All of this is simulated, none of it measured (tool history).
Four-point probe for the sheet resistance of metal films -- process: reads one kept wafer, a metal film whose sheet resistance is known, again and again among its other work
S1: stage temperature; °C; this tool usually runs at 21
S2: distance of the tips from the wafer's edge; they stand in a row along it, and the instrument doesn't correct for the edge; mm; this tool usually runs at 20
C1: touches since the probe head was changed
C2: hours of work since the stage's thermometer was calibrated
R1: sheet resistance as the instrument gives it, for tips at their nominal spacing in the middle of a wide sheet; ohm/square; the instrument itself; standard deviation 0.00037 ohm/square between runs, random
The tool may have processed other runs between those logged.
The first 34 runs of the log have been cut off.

run	hour	S1	S2	C1	C2	R1
35	3328.6	23	39	13756	437	1.855205
36	3445.3	21	5	18216	518	1.892786
37	3499.7	21	20	20294	555	1.856547
38	3586.7	21	5	23618	615	1.892604
39	3651.0	21	4	26079	660	1.914697
40	3775.6	20	34	30840	746	1.854883
41	3851.4	30	11	33738	798	1.867726
42	3927.4	20	23	36640	851	1.856487
43	4059.4	20	23	41687	942	1.857203
44	4124.8	21	47	44183	987	1.855424

Alternative continuations, all from the tool just after run 44; predict every row:
A	4248.5	20	9	48912	1073	?
B	4248.5	18	50	48912	1073	?
C	4248.5	27	5	48912	1073	?
D	4248.5	32	47	48912	1073	?

run	R1
A	1.867590
B	1.854967
C	1.898595
D	1.862426
What these runs would have given with no unlogged condition in the tool:
run	R1
A	1.859627
B	1.847059
C	1.890492
D	1.854452

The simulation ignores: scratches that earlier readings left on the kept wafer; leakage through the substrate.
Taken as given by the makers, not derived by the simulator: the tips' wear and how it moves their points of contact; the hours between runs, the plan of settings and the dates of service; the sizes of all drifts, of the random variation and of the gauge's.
